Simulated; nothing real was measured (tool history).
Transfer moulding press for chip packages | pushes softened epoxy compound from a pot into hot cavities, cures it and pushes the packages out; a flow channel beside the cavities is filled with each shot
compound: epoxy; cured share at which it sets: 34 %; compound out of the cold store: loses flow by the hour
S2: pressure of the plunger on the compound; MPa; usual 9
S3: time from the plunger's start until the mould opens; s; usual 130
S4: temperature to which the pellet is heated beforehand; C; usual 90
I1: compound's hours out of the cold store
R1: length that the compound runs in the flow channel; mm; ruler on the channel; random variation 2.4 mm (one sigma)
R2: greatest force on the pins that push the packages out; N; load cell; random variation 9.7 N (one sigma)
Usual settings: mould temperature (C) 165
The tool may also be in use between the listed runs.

run 1 hour=0 | mould_temperature_(C)=165 S2=9 S3=130 S4=90 | I1=24 | R1=664 R2=580
run 2 hour=38.2 | mould_temperature_(C)=165 S2=9 S3=130 S4=90 | I1=43.4 | R1=625 R2=706
run 3 hour=92.7 | mould_temperature_(C)=165 S2=8.77 S3=130 S4=90 | I1=43.3 | R1=617 R2=808
run 4 hour=114.8 | mould_temperature_(C)=165 S2=8.77 S3=130 S4=90 | I1=47.2 | R1=605 R2=844
-- hour=142.4 cavities cleaned with cleaning compound and waxed
run 5 hour=167.7 | mould_temperature_(C)=165 S2=8.77 S3=130 S4=88 | I1=32 | R1=634 R2=583
run 6 hour=199.3 | mould_temperature_(C)=165 S2=8.77 S3=130 S4=88 | I1=18.9 | R1=659 R2=694
run 7 hour=251.1 | mould_temperature_(C)=165 S2=8.77 S3=130 S4=88 | I1=14.2 | R1=663 R2=820
-- hour=256.9 mould's thermocouples calibrated
run 8 hour=281.1 | mould_temperature_(C)=165 S2=9 S3=118 S4=90 | I1=21.2 | R1=661 R2=969
run 9 hour=303.4 | mould_temperature_(C)=165 S2=9 S3=118 S4=90 | I1=47 | R1=612 R2=921
-- hour=319.8 cavities cleaned with cleaning compound and waxed
run 10 hour=330.5 | mould_temperature_(C)=157 S2=9.73 S3=129 S4=90 | I1=40.8 | R1=687 R2=816
run 11 hour=377.8 | mould_temperature_(C)=164 S2=7.29 S3=170 S4=93 | I1=47.3 | R1=551 R2=646
run 12 hour=407.8 | mould_temperature_(C)=172 S2=8.08 S3=130 S4=95 | I1=26.3 | R1=589 R2=690
-- hour=418.9 mould's thermocouples calibrated, once more
run 13 hour=435.8 | mould_temperature_(C)=172 S2=8.75 S3=130 S4=95 | I1=14.6 | R1=632 R2=734
run 14 hour=483.1 | mould_temperature_(C)=165 S2=9 S3=125 S4=90 | I1=25 | R1=648 R2=898
-- hour=496.5 cavities cleaned with cleaning compound and waxed
run 15 hour=519.7 | mould_temperature_(C)=170 S2=10.26 S3=130 S4=90 | I1=33.1 | R1=656 R2=526

3 ways to go on from here, each from the tool as it stands after run 15. What would each give?
run A hour=571 | mould_temperature_(C)=167 S2=6.89 S3=150 S4=90 | I1=24.5 | R1=? R2=?
run B hour=571 | mould_temperature_(C)=159 S2=10.26 S3=132 S4=92 | I1=45.2 | R1=? R2=?
run C hour=571 | mould_temperature_(C)=169 S2=9.58 S3=138 S4=90 | I1=21.6 | R1=? R2=?

run=A R1=555 R2=670
run=B R1=671 R2=921
run=C R1=653 R2=706
Without the tool's hidden state the same runs would have given:
run=A R1=571 R2=411
run=B R1=690 R2=554
run=C R1=671 R2=433
